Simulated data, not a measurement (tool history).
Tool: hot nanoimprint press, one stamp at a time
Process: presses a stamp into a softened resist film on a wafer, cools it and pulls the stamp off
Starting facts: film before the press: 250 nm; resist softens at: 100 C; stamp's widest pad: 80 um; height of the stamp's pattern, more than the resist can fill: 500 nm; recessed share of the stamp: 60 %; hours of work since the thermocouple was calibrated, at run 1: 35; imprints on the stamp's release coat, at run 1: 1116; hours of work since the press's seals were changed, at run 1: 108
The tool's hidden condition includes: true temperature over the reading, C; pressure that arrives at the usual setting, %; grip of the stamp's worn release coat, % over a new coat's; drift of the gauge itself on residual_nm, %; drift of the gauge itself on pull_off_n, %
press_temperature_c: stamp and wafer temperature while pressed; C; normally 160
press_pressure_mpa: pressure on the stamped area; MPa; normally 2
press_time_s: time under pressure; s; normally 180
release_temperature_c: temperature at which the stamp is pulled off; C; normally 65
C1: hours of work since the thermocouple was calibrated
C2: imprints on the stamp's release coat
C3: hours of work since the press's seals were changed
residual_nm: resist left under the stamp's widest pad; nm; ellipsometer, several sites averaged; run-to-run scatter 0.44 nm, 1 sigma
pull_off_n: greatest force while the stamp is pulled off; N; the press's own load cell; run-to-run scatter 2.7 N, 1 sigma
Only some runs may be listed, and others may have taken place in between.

run 1 hour=0 | press_temperature_c=160 press_pressure_mpa=2 press_time_s=180 release_temperature_c=65 | C1=35 C2=1116 C3=108 | residual_nm=142.5 pull_off_n=219
run 2 hour=16.9 | press_temperature_c=160 press_pressure_mpa=2 press_time_s=180 release_temperature_c=65 | C1=47 C2=1199 C3=120 | residual_nm=143.1 pull_off_n=227
run 3 hour=34.6 | press_temperature_c=164 press_pressure_mpa=2 press_time_s=180 release_temperature_c=65 | C1=60 C2=1285 C3=133 | residual_nm=126.5 pull_off_n=225
run 4 hour=51.2 | press_temperature_c=160 press_pressure_mpa=2 press_time_s=180 release_temperature_c=65 | C1=72 C2=1366 C3=145 | residual_nm=143 pull_off_n=219
run 5 hour=65.5 | press_temperature_c=160 press_pressure_mpa=2 press_time_s=180 release_temperature_c=65 | C1=83 C2=1436 C3=156 | residual_nm=143.4 pull_off_n=227
run 6 hour=88 | press_temperature_c=160 press_pressure_mpa=2 press_time_s=180 release_temperature_c=65 | C1=99 C2=1545 C3=172 | residual_nm=143.3 pull_off_n=239
-- hour=100.4 stamp cleaned and given a new release coat
run 7 hour=118.4 | press_temperature_c=160 press_pressure_mpa=2 press_time_s=180 release_temperature_c=65 | C1=117 C2=88 C3=190 | residual_nm=144 pull_off_n=189
run 8 hour=137.2 | press_temperature_c=168 press_pressure_mpa=2 press_time_s=180 release_temperature_c=65 | C1=131 C2=180 C3=204 | residual_nm=114.2 pull_off_n=187
run 9 hour=161.4 | press_temperature_c=168 press_pressure_mpa=2 press_time_s=180 release_temperature_c=65 | C1=149 C2=298 C3=222 | residual_nm=113.9 pull_off_n=189
run 10 hour=189.3 | press_temperature_c=168 press_pressure_mpa=2 press_time_s=180 release_temperature_c=65 | C1=169 C2=434 C3=242 | residual_nm=114.2 pull_off_n=197
run 11 hour=216.9 | press_temperature_c=168 press_pressure_mpa=2 press_time_s=180 release_temperature_c=65 | C1=189 C2=569 C3=262 | residual_nm=114.5 pull_off_n=201
-- hour=221.9 plate thermocouple calibrated
run 12 hour=242.6 | press_temperature_c=168 press_pressure_mpa=2 press_time_s=180 release_temperature_c=65 | C1=15 C2=680 C3=279 | residual_nm=115.7 pull_off_n=206
run 13 hour=267 | press_temperature_c=168 press_pressure_mpa=2 press_time_s=131 release_temperature_c=65 | C1=33 C2=799 C3=297 | residual_nm=128.2 pull_off_n=206
-- hour=281 plate thermocouple calibrated, once more
run 14 hour=297.8 | press_temperature_c=168 press_pressure_mpa=2 press_time_s=131 release_temperature_c=65 | C1=12 C2=934 C3=317 | residual_nm=127.3 pull_off_n=209
run 15 hour=310.8 | press_temperature_c=168 press_pressure_mpa=2 press_time_s=131 release_temperature_c=65 | C1=22 C2=998 C3=327 | residual_nm=126.7 pull_off_n=212
run 16 hour=334.6 | press_temperature_c=148 press_pressure_mpa=2 press_time_s=131 release_temperature_c=67 | C1=39 C2=1114 C3=344 | residual_nm=206.1 pull_off_n=206
run 17 hour=353.5 | press_temperature_c=157 press_pressure_mpa=2 press_time_s=180 release_temperature_c=65 | C1=53 C2=1206 C3=358 | residual_nm=157 pull_off_n=221
run 18 hour=375.3 | press_temperature_c=157 press_pressure_mpa=2 press_time_s=180 release_temperature_c=65 | C1=69 C2=1312 C3=374 | residual_nm=157.3 pull_off_n=234
run 19 hour=389.4 | press_temperature_c=160 press_pressure_mpa=2 press_time_s=180 release_temperature_c=67 | C1=79 C2=1381 C3=384 | residual_nm=144.7 pull_off_n=214
run 20 hour=405.5 | press_temperature_c=164 press_pressure_mpa=2.85 press_time_s=167 release_temperature_c=59 | C1=91 C2=1460 C3=396 | residual_nm=111.6 pull_off_n=258
-- hour=435.1 stamp cleaned and given a new release coat
run 21 hour=437.3 | press_temperature_c=149 press_pressure_mpa=1.67 press_time_s=326 release_temperature_c=50 | C1=110 C2=11 C3=415 | residual_nm=179.5 pull_off_n=231
run 22 hour=450.6 | press_temperature_c=153 press_pressure_mpa=2.92 press_time_s=180 release_temperature_c=62 | C1=120 C2=75 C3=424 | residual_nm=151.8 pull_off_n=191
run 23 hour=473.9 | press_temperature_c=153 press_pressure_mpa=2.92 press_time_s=180 release_temperature_c=62 | C1=137 C2=189 C3=442 | residual_nm=152.1 pull_off_n=193
run 24 hour=498.1 | press_temperature_c=153 press_pressure_mpa=2.92 press_time_s=180 release_temperature_c=62 | C1=155 C2=307 C3=459 | residual_nm=151.1 pull_off_n=201
run 25 hour=517.9 | press_temperature_c=172 press_pressure_mpa=2.92 press_time_s=180 release_temperature_c=72 | C1=169 C2=404 C3=474 | residual_nm=84.2 pull_off_n=173
run 26 hour=545 | press_temperature_c=160 press_pressure_mpa=2 press_time_s=100 release_temperature_c=65 | C1=189 C2=536 C3=494 | residual_nm=170.3 pull_off_n=199
run 27 hour=565.2 | press_temperature_c=153 press_pressure_mpa=2 press_time_s=318 release_temperature_c=70 | C1=204 C2=634 C3=508 | residual_nm=151.4 pull_off_n=185
run 28 hour=584.4 | press_temperature_c=160 press_pressure_mpa=1.28 press_time_s=258 release_temperature_c=65 | C1=218 C2=728 C3=522 | residual_nm=158.6 pull_off_n=200
run 29 hour=604 | press_temperature_c=163 press_pressure_mpa=2.36 press_time_s=267 release_temperature_c=71 | C1=232 C2=824 C3=537 | residual_nm=109.4 pull_off_n=191
run 30 hour=616.6 | press_temperature_c=163 press_pressure_mpa=2.36 press_time_s=267 release_temperature_c=71 | C1=241 C2=885 C3=546 | residual_nm=109 pull_off_n=188

Forecast each of these 4 alternatives for the next run:
run A hour=633.1 | press_temperature_c=166 press_pressure_mpa=2.36 press_time_s=343 release_temperature_c=72 | C1=253 C2=966 C3=558 | residual_nm=? pull_off_n=?
run B hour=633.1 | press_temperature_c=171 press_pressure_mpa=2 press_time_s=276 release_temperature_c=65 | C1=253 C2=966 C3=558 | residual_nm=? pull_off_n=?
run C hour=633.1 | press_temperature_c=155 press_pressure_mpa=2.36 press_time_s=267 release_temperature_c=63 | C1=253 C2=966 C3=558 | residual_nm=? pull_off_n=?
run D hour=633.1 | press_temperature_c=166 press_pressure_mpa=2.36 press_time_s=231 release_temperature_c=71 | C1=253 C2=966 C3=558 | residual_nm=? pull_off_n=?

run=A residual_nm=90.4 pull_off_n=191
run=B residual_nm=91.6 pull_off_n=218
run=C residual_nm=140.4 pull_off_n=226
run=D residual_nm=104.5 pull_off_n=198
What these runs would have given with no unlogged condition in the tool:
run=A residual_nm=86.9 pull_off_n=160
run=B residual_nm=88.5 pull_off_n=183
run=C residual_nm=135.6 pull_off_n=189
run=D residual_nm=100.6 pull_off_n=165
